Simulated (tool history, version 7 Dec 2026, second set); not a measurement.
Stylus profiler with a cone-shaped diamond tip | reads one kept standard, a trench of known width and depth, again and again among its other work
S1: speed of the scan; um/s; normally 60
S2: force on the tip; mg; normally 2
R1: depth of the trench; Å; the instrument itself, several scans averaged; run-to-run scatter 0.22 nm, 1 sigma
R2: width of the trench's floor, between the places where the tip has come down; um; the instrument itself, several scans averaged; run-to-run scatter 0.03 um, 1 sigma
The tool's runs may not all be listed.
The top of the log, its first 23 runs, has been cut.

run 24 hour=856.9 | S1=143 S2=2 | R1=10040.1 R2=21.69
-- hour=861.8 height scale calibrated on a step standard
run 25 hour=892.2 | S1=143 S2=2 | R1=10030.4 R2=21.65
run 26 hour=924.8 | S1=43 S2=1.71 | R1=10024.6 R2=21.96
run 27 hour=959.1 | S1=53 S2=1.57 | R1=10021.8 R2=21.8
run 28 hour=994.7 | S1=24 S2=1.01 | R1=10006.3 R2=21.88
run 29 hour=1042.1 | S1=24 S2=1.01 | R1=10005.4 R2=21.82
run 30 hour=1074.3 | S1=78 S2=1.42 | R1=10016.4 R2=21.51
run 31 hour=1108.8 | S1=30 S2=4.51 | R1=10066.6 R2=21.79
run 32 hour=1151 | S1=30 S2=4.51 | R1=10065.9 R2=21.75
-- hour=1180.3 height scale calibrated on a step standard, once more
run 33 hour=1187.5 | S1=175 S2=4 | R1=10092.8 R2=21.19
run 34 hour=1227.3 | S1=37 S2=4.33 | R1=10098.6 R2=21.61
run 35 hour=1261.2 | S1=59 S2=4.33 | R1=10099 R2=21.45
run 36 hour=1301.8 | S1=59 S2=1.07 | R1=10042.5 R2=21.22
run 37 hour=1326.5 | S1=78 S2=1.84 | R1=10055.3 R2=21.25
run 38 hour=1366.9 | S1=78 S2=1.84 | R1=10055.5 R2=21.12
run 39 hour=1417.3 | S1=60 S2=0.98 | R1=10035 R2=20.96
run 40 hour=1468 | S1=60 S2=0.77 | R1=10026.6 R2=20.9
run 41 hour=1494.6 | S1=30 S2=2.48 | R1=10066.5 R2=21.14
run 42 hour=1525.6 | S1=30 S2=2.48 | R1=10065.8 R2=21.09
run 43 hour=1556.2 | S1=127 S2=2.48 | R1=10065.3 R2=20.66
run 44 hour=1588.1 | S1=47 S2=2.08 | R1=10058.3 R2=20.93
run 45 hour=1613.5 | S1=182 S2=1 | R1=10031.4 R2=19.97
run 46 hour=1651.9 | S1=81 S2=1 | R1=10031.1 R2=20.51
run 47 hour=1683.8 | S1=52 S2=1 | R1=10030.5 R2=20.69

Below are 3 alternative next runs, each starting from the tool's condition after run 47. Predict each:
run A hour=1706.8 | S1=158 S2=1.3 | R1=? R2=?
run B hour=1706.8 | S1=190 S2=2.13 | R1=? R2=?
run C hour=1706.8 | S1=219 S2=1 | R1=? R2=?

run=A R1=10037.5 R2=20.13
run=B R1=10053.3 R2=20.24
run=C R1=10026.9 R2=19.59
With no hidden state in the tool, these same runs would have given:
run=A R1=10044.4 R2=23.2
run=B R1=10060.2 R2=23.3
run=C R1=10033.7 R2=22.65
